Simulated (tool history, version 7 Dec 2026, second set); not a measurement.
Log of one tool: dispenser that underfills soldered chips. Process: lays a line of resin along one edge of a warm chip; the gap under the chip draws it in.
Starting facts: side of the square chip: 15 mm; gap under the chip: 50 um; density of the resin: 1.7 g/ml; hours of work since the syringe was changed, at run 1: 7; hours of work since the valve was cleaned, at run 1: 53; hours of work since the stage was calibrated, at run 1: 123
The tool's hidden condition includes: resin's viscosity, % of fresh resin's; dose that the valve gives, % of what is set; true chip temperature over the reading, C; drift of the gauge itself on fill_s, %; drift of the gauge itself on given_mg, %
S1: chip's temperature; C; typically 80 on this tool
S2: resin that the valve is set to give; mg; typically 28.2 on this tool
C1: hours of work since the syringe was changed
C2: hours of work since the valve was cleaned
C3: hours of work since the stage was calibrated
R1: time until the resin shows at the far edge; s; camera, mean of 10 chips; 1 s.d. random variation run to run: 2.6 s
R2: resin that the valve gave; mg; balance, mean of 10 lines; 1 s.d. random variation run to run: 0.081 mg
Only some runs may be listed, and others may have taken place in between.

run 1 hour=0 | S1=80 S2=28.2 | C1=7 C2=53 C3=123 | R1=429.5 R2=26.83
-- hour=1.5 new syringe of resin
run 2 hour=4 | S1=80 S2=28.2 | C1=2 C2=55 C3=126 | R1=284.7 R2=26.65
-- hour=7.4 dispensing valve cleaned and set on the balance
run 3 hour=9.8 | S1=80 S2=28.2 | C1=5 C2=2 C3=129 | R1=358.4 R2=28.03
run 4 hour=13.4 | S1=80 S2=28.2 | C1=7 C2=4 C3=131 | R1=426.1 R2=28.09
-- hour=15.6 new syringe of resin
run 5 hour=18.7 | S1=80 S2=28.2 | C1=2 C2=7 C3=135 | R1=287.6 R2=27.9
run 6 hour=23.3 | S1=80 S2=28.2 | C1=5 C2=10 C3=138 | R1=355.7 R2=27.79
-- hour=28.6 new syringe of resin
run 7 hour=28.6 | S1=80 S2=28.2 | C1=0 C2=14 C3=141 | R1=253.4 R2=27.86
run 8 hour=31.9 | S1=80 S2=28.2 | C1=2 C2=16 C3=143 | R1=296.7 R2=27.72
run 9 hour=36.2 | S1=93 S2=28.2 | C1=5 C2=19 C3=146 | R1=246.3 R2=27.66
run 10 hour=40.4 | S1=80 S2=28.2 | C1=8 C2=21 C3=149 | R1=446.6 R2=27.56
-- hour=41.6 new syringe of resin
run 11 hour=43 | S1=80 S2=28.2 | C1=1 C2=23 C3=150 | R1=276.2 R2=27.61
run 12 hour=46 | S1=80 S2=28.2 | C1=3 C2=25 C3=152 | R1=311.7 R2=27.6
run 13 hour=49.2 | S1=80 S2=28.2 | C1=5 C2=27 C3=154 | R1=370.1 R2=27.43
run 14 hour=53.8 | S1=80 S2=32 | C1=8 C2=30 C3=157 | R1=444.3 R2=31.05
-- hour=54.5 new syringe of resin
run 15 hour=56.7 | S1=80 S2=32 | C1=1 C2=32 C3=159 | R1=274 R2=31.06
run 16 hour=59.5 | S1=80 S2=32 | C1=3 C2=33 C3=161 | R1=311.6 R2=30.91
run 17 hour=63.6 | S1=80 S2=32 | C1=6 C2=36 C3=163 | R1=382.4 R2=30.88
run 18 hour=66.8 | S1=80 S2=24 | C1=8 C2=38 C3=166 | R1=479.2 R2=23.12
-- hour=67.3 new syringe of resin
run 19 hour=69.6 | S1=93 S2=29.3 | C1=1 C2=40 C3=167 | R1=186.1 R2=28.15
run 20 hour=73.7 | S1=93 S2=29.3 | C1=4 C2=43 C3=170 | R1=224.9 R2=28.2
run 21 hour=77.1 | S1=76 S2=27.8 | C1=6 C2=45 C3=172 | R1=463.1 R2=26.48
-- hour=80.2 new syringe of resin
run 22 hour=82.4 | S1=86 S2=25.3 | C1=1 C2=48 C3=175 | R1=230.5 R2=24.05
run 23 hour=85.2 | S1=86 S2=25.3 | C1=3 C2=50 C3=177 | R1=269 R2=24.2
run 24 hour=87.9 | S1=76 S2=32.3 | C1=5 C2=52 C3=179 | R1=401.3 R2=30.76
run 25 hour=91 | S1=68 S2=28.2 | C1=7 C2=54 C3=181 | R1=625.3 R2=26.67
-- hour=93.2 new syringe of resin
run 26 hour=95.7 | S1=68 S2=28.2 | C1=2 C2=57 C3=184 | R1=418.6 R2=26.59
-- hour=97.1 dispensing valve cleaned and set on the balance
run 27 hour=98.7 | S1=84 S2=28.8 | C1=3 C2=1 C3=185 | R1=272.9 R2=28.75
run 28 hour=101.5 | S1=90 S2=28.2 | C1=5 C2=3 C3=187 | R1=255.1 R2=28.12
run 29 hour=105.2 | S1=90 S2=28.2 | C1=7 C2=5 C3=190 | R1=311.8 R2=27.96
-- hour=107.1 new syringe of resin
run 30 hour=108.6 | S1=67 S2=34.8 | C1=1 C2=7 C3=192 | R1=405.5 R2=34.49
run 31 hour=111.1 | S1=82 S2=31 | C1=3 C2=9 C3=193 | R1=284.9 R2=30.62
run 32 hour=114.4 | S1=80 S2=33.2 | C1=5 C2=11 C3=195 | R1=348.1 R2=32.95
run 33 hour=118.2 | S1=69 S2=36.3 | C1=7 C2=14 C3=198 | R1=592.9 R2=35.66
-- hour=120 new syringe of resin
run 34 hour=121.7 | S1=86 S2=32.2 | C1=1 C2=16 C3=200 | R1=224.4 R2=31.67
run 35 hour=126.2 | S1=68 S2=32.3 | C1=4 C2=19 C3=203 | R1=496.7 R2=31.64
run 36 hour=129.3 | S1=83 S2=36.2 | C1=6 C2=21 C3=205 | R1=353.8 R2=35.42

Hidden state or all else? Some run-to-run changes of R1, split into what the settings, what came in and random variation would give without the hidden state, and what is left for the hidden state (with any gauge scatter that isn't in both results):
Run 18 -> 19: S1 80 -> 93, S2 24 -> 29.3, new syringe of resin. R1 -293.1 s: hidden state -196.1, all else -97.
Run 25 -> 26: new syringe of resin. R1 -206.7 s: hidden state -200.6, all else -6.1.
Run 33 -> 34: S1 69 -> 86, S2 36.3 -> 32.2, new syringe of resin. R1 -368.5 s: hidden state -221.9, all else -146.6.
Run 34 -> 35: S1 86 -> 68, S2 32.2 -> 32.3. R1 +272.3 s: hidden state +106.8, all else +165.5.
